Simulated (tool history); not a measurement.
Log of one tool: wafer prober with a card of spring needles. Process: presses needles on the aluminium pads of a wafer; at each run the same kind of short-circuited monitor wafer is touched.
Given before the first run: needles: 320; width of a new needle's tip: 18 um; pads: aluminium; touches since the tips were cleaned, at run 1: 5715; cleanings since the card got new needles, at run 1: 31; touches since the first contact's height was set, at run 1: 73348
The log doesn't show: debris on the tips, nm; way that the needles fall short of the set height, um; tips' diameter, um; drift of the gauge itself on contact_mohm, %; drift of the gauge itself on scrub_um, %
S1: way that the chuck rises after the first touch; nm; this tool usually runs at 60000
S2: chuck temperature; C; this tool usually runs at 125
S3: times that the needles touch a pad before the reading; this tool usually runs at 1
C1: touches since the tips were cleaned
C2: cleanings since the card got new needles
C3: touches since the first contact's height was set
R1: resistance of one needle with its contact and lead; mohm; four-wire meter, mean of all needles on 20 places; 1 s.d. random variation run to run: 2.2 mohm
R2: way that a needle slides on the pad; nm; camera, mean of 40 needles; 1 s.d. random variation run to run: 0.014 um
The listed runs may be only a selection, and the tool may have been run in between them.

run    day     S1   S2  S3    C1  C2     C3   R1     R2
  1      0  60000  125   1  5715  31  73348  417   9830
     0.046  -- tips cleaned on abrasive film
     0.058  -- height of the first contact set anew
      0.55  -- tips cleaned on abrasive film
  2   0.55  60000  125   1     0  33   6223  263   9950
     1.046  -- tips cleaned on abrasive film
  3  1.325  60000  125   1  3576  34  16071  391   9950
     1.562  -- tips cleaned on abrasive film
  4  1.825  60000  125   1  3315  35  22360  383   9950
     2.067  -- tips cleaned on abrasive film
  5   2.25  60000  125   1  2309  36  27741  363   9930
     2.579  -- tips cleaned on abrasive film
  6   2.75  60000  125   1  2156  37  34052  350   9930
     3.083  -- tips cleaned on abrasive film
     3.304  -- tips cleaned on abrasive film, once more
  7  3.529  60000  125   1  2838  39  43882  382   9890
     3.779  -- tips cleaned on abrasive film
  8  4.192  60000  125   1  5271  40  52306  428   9860
     4.246  -- tips cleaned on abrasive film
     4.738  -- tips cleaned on abrasive film
  9  4.888  58000   77   1  1921  42  61070  362   9490
     5.233  -- tips cleaned on abrasive film
 10  5.508  58000   77   1  3500  43  68891  414   9510
     5.742  -- tips cleaned on abrasive film
     5.938  -- height of the first contact set anew
     6.254  -- tips cleaned on abrasive film
 11  6.254  54000   77   1     0  45   3992  261   8980
     6.754  -- tips cleaned on abrasive film
 12  6.971  54000   42   2  2742  46  13065  334   8960
     7.267  -- tips cleaned on abrasive film
 13  7.542  44000   33   1  3549  47  20327  549   7270
     7.767  -- tips cleaned on abrasive film
 14  7.896  69000   44   1  1665  48  24778  311  11410
     8.254  -- tips cleaned on abrasive film
 15  8.488  69000   44   1  2943  49  32229  339  11400

Alternative continuations, all from the tool just after run 15; predict every row:
     8.738  -- tips cleaned on abrasive film
     9.229  -- tips cleaned on abrasive film
  A  9.229  69000  44   2   0  51  41591   ?   ?
     8.738  -- tips cleaned on abrasive film
     9.229  -- tips cleaned on abrasive film
  B  9.229  41000  37   1   0  51  41591   ?   ?
     8.738  -- tips cleaned on abrasive film
     9.229  -- tips cleaned on abrasive film
  C  9.229  63000  40   2   0  51  41591   ?   ?
     8.738  -- tips cleaned on abrasive film
     9.229  -- tips cleaned on abrasive film
  D  9.229  45000  36   1   0  51  41591   ?   ?
     8.738  -- tips cleaned on abrasive film
     9.229  -- tips cleaned on abrasive film
  E  9.229  75000  84   1   0  51  41591   ?   ?

run   R1     R2
  A  234  11390
  B  285   6700
  C  240  10380
  D  277   7380
  E  247  12370
With no hidden state in the tool, these same runs would have given:
run   R1     R2
  A  221  11480
  B  228   6790
  C  224  10470
  D  228   7470
  E  229  12460

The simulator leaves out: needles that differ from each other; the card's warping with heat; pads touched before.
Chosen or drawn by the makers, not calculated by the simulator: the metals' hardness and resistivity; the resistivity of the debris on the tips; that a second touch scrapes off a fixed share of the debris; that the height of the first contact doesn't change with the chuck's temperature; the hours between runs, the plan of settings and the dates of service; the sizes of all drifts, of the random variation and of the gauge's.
